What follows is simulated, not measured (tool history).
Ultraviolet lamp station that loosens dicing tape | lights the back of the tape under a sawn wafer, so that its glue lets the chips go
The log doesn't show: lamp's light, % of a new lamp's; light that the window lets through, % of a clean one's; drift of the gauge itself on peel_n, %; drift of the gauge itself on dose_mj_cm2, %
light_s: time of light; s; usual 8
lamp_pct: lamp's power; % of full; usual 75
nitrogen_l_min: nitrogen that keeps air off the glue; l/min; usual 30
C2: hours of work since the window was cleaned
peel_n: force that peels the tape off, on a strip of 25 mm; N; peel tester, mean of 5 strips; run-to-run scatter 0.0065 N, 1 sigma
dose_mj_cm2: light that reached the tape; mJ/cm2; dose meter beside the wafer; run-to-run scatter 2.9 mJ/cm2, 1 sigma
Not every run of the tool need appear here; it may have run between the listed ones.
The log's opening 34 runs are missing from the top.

Run 35, hour 828.4: usual settings but lamp_pct 70 % of full, nitrogen_l_min 43 l/min; hours of work of the lamp 724; C2 147. Result: peel_n 0.242 N, dose_mj_cm2 339 mJ/cm2.
Run 36, hour 844.5: usual settings but lamp_pct 70 % of full, nitrogen_l_min 43 l/min; hours of work of the lamp 730; C2 154. Result: peel_n 0.259 N, dose_mj_cm2 342 mJ/cm2.
Run 37, hour 862.2: usual settings but light_s 15 s; hours of work of the lamp 738; C2 161. Result: peel_n 0.101 N, dose_mj_cm2 683 mJ/cm2.
Run 38, hour 879.1: usual settings but lamp_pct 96 % of full, nitrogen_l_min 34 l/min; hours of work of the lamp 745; C2 168. Result: peel_n 0.155 N, dose_mj_cm2 465 mJ/cm2.
Run 39, hour 914.0: usual settings but light_s 4 s, lamp_pct 74 % of full, nitrogen_l_min 36 l/min; hours of work of the lamp 760; C2 183. Result: peel_n 0.801 N, dose_mj_cm2 179 mJ/cm2.
Run 40, hour 936.5: usual settings but light_s 4 s, lamp_pct 85 % of full, nitrogen_l_min 14 l/min; hours of work of the lamp 770; C2 193. Result: peel_n 1.010 N, dose_mj_cm2 204 mJ/cm2.
Run 41, hour 954.0: usual settings but light_s 7 s, lamp_pct 76 % of full, nitrogen_l_min 16 l/min; hours of work of the lamp 777; C2 200. Result: peel_n 0.515 N, dose_mj_cm2 315 mJ/cm2.
Run 42, hour 981.5: usual settings but light_s 7 s, lamp_pct 76 % of full, nitrogen_l_min 12 l/min; hours of work of the lamp 789; C2 212. Result: peel_n 0.611 N, dose_mj_cm2 317 mJ/cm2.
Run 43, hour 1003.1: usual settings but light_s 4 s, lamp_pct 90 % of full, nitrogen_l_min 12 l/min; hours of work of the lamp 798; C2 221. Result: peel_n 1.027 N, dose_mj_cm2 214 mJ/cm2.

Below are 3 alternative next runs, each starting from the tool's condition after run 43. Predict each:
Run A, hour 1022.0: usual settings but lamp_pct 81 % of full, nitrogen_l_min 27 l/min; hours of work of the lamp 806; C2 229. Result: peel_n ?, dose_mj_cm2 ?.
Run B, hour 1022.0: usual settings but light_s 5 s, lamp_pct 90 % of full, nitrogen_l_min 12 l/min; hours of work of the lamp 806; C2 229. Result: peel_n ?, dose_mj_cm2 ?.
Run C, hour 1022.0: usual settings but light_s 11 s, lamp_pct 65 % of full, nitrogen_l_min 50 l/min; hours of work of the lamp 806; C2 229. Result: peel_n ?, dose_mj_cm2 ?.

run  peel_n  dose_mj_cm2
  A   0.275          378
  B   0.782          265
  C   0.159          421
Had the tool no hidden state, the same runs would have come out as:
run  peel_n  dose_mj_cm2
  A   0.198          450
  B   0.615          315
  C   0.121          501
